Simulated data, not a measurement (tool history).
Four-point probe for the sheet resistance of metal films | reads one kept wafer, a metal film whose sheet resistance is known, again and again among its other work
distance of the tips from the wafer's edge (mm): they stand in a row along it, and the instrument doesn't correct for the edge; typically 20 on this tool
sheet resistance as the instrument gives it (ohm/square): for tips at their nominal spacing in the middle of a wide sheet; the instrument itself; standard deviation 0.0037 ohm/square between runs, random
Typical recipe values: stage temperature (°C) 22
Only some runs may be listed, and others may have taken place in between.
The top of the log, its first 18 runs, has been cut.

run	hour	stage temperature (°C)	distance of the tips from the wafer's edge (mm)	sheet resistance as the instrument gives it (ohm/square)
19	491.6	29	20	18.164814
20	527.2	29	20	18.169898
21	559.8	22	20	18.204338
22	583.6	22	19	18.211862
23	617.9	25	8	18.234554
24	650.3	25	8	18.233949
25	684.7	25	8	18.234065
26	716.3	31	19	18.15078
27	754.1	33	18	18.14428
28	785.8	21	72	18.200176
29	816.4	21	72	18.20188
30	840.3	24	11	18.213451
31	875	24	11	18.213526
32	894.8	27	20	18.174501
33	912	27	20	18.168844
34	930.3	27	20	18.178484
35	953.5	27	20	18.1785
36	988.6	27	20	18.175636
37	1024.1	23	12	18.211649
38	1048.5	23	20	18.19336
39	1075	35	3	18.539762
40	1113	35	3	18.545422
41	1135.1	32	9	18.18884
42	1168	32	14	18.154409

Branching from run 42: 5 alternative next runs. What would each branch give?
A	1185.2	20	7	?
B	1185.2	28	43	?
C	1185.2	23	38	?
D	1185.2	24	5	?
E	1185.2	21	10	?

run	sheet resistance as the instrument gives it (ohm/square)
A	18.286303
B	18.156116
C	18.188379
D	18.332757
E	18.233032
Had the tool no hidden state, the same runs would have come out as:
run	sheet resistance as the instrument gives it (ohm/square)
A	18.374018
B	18.243698
C	18.275833
D	18.420894
E	18.320569

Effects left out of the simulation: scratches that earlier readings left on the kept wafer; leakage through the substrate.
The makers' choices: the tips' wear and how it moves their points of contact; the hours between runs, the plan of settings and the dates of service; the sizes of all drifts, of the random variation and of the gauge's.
